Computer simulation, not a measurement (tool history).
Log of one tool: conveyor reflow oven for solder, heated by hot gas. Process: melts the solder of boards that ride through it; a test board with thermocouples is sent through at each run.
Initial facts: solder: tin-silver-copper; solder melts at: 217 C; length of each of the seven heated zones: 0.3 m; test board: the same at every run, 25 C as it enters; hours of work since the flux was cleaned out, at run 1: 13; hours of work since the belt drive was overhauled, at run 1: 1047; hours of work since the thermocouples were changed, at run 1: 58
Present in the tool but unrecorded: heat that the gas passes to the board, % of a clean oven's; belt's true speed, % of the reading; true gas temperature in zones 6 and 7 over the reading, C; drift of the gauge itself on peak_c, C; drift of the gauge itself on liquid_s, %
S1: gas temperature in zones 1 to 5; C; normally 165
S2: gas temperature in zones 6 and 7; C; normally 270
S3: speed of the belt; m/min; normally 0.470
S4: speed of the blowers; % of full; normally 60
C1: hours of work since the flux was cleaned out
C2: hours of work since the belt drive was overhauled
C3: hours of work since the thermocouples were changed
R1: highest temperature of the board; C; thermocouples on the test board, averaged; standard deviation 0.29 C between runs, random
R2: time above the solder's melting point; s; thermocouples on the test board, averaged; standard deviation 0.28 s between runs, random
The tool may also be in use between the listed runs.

Run 1, hour 0.0: usual settings; C1 13; C2 1047; C3 58. Result: R1 252.5 C, R2 55.2 s.
Run 2, hour 55.2: usual settings; C1 45; C2 1079; C3 90. Result: R1 252.0 C, R2 54.9 s.
Run 3, hour 96.1: usual settings but S3 0.493 m/min; C1 68; C2 1103; C3 113. Result: R1 250.7 C, R2 50.8 s.
Run 4, hour 138.1: usual settings but S3 0.491 m/min; C1 92; C2 1127; C3 138. Result: R1 250.5 C, R2 50.9 s.
Run 5, hour 190.8: usual settings but S3 0.491 m/min; C1 123; C2 1157; C3 168. Result: R1 250.1 C, R2 51.2 s.
Run 6, hour 239.5: usual settings; C1 151; C2 1185; C3 196. Result: R1 251.4 C, R2 54.5 s.
Run 7, hour 267.8: usual settings but S3 0.517 m/min; C1 167; C2 1202; C3 213. Result: R1 247.5 C, R2 45.9 s.
Run 8, hour 310.7: usual settings but S3 0.517 m/min; C1 192; C2 1226; C3 237. Result: R1 248.2 C, R2 45.5 s.
Run 9, hour 345.8: usual settings but S3 0.517 m/min; C1 212; C2 1247; C3 257. Result: R1 247.4 C, R2 45.5 s.
Run 10, hour 376.7: usual settings but S3 0.517 m/min; C1 230; C2 1264; C3 275. Result: R1 247.6 C, R2 45.1 s.
Run 11, hour 427.0: usual settings but S3 0.517 m/min; C1 259; C2 1293; C3 304. Result: R1 247.8 C, R2 44.9 s.
Run 12, hour 457.5: usual settings but S3 0.517 m/min; C1 277; C2 1311; C3 322. Result: R1 247.3 C, R2 44.7 s.
At hour 512.7: belt drive overhauled, speed set with a stopwatch.
Run 13, hour 515.4: usual settings but S2 279 C, S3 0.425 m/min, S4 65 % of full; C1 308; C2 2; C3 353. Result: R1 263.8 C, R2 70.3 s.
Run 14, hour 554.2: usual settings but S2 279 C, S3 0.425 m/min, S4 65 % of full; C1 330; C2 24; C3 375. Result: R1 263.3 C, R2 69.6 s.
Run 15, hour 606.5: usual settings but S1 174 C, S3 0.501 m/min; C1 360; C2 54; C3 406. Result: R1 249.4 C, R2 52.2 s.
At hour 640.8: belt drive overhauled, speed set with a stopwatch, once more.
Run 16, hour 650.8: usual settings but S1 174 C, S3 0.501 m/min, S4 64 % of full; C1 384; C2 6; C3 429. Result: R1 249.9 C, R2 51.3 s.
Run 17, hour 688.4: usual settings but S2 277 C, S4 66 % of full; C1 405; C2 27; C3 450. Result: R1 257.2 C, R2 57.8 s.
Run 18, hour 734.5: usual settings but S1 173 C, S2 280 C, S3 0.491 m/min, S4 85 % of full; C1 432; C2 54; C3 477. Result: R1 264.9 C, R2 62.1 s.
Run 19, hour 769.2: usual settings but S3 0.552 m/min, S4 81 % of full; C1 452; C2 74; C3 497. Result: R1 249.5 C, R2 43.7 s.
At hour 788.2: flux residue cleaned out of gas plates and filters.
Run 20, hour 807.4: usual settings but S2 260 C, S3 0.484 m/min; C1 11; C2 93; C3 516. Result: R1 242.0 C, R2 43.9 s.
Run 21, hour 837.0: usual settings but S1 157 C, S2 266 C, S3 0.439 m/min, S4 85 % of full; C1 28; C2 110; C3 533. Result: R1 255.6 C, R2 61.4 s.
Run 22, hour 886.8: usual settings but S1 173 C, S3 0.394 m/min; C1 57; C2 139; C3 562. Result: R1 257.6 C, R2 73.4 s.

Describe how what the log doesn't record of the tool's condition differs between the last listed run preceding each entry between runs and the first listed run following it.
In the gap between runs 12 and 13: belt drive overhauled, speed set with a stopwatch (hour 512.7)
  heat that the gas passes to the board, % of a clean oven's: 91.7 -> 90.8; belt's true speed, % of the reading: 98.39 -> 97.99; true gas temperature in zones 6 and 7 over the reading, C: -0.83 -> -0.87
  measured value less the no-hidden-state value, R1: -2.1 -> -2.1 C; R2: -1.3 -> +0.0 s
In the gap between runs 15 and 16: belt drive overhauled, speed set with a stopwatch, once more (hour 640.8)
  heat that the gas passes to the board, % of a clean oven's: 89.3 -> 88.6; belt's true speed, % of the reading: 97.93 -> 99.97; true gas temperature in zones 6 and 7 over the reading, C: -0.94 -> -0.97
  measured value less the no-hidden-state value, R1: -2.6 -> -3.5 C; R2: -1.1 -> -3.1 s
In the gap between runs 19 and 20: flux residue cleaned out of gas plates and filters (hour 788.2)
  heat that the gas passes to the board, % of a clean oven's: 86.8 -> 98.2; belt's true speed, % of the reading: 99.89 -> 99.87; true gas temperature in zones 6 and 7 over the reading, C: -1.05 -> -1.08
  measured value less the no-hidden-state value, R1: -5.1 -> -1.2 C; R2: -4.0 -> -1.2 s
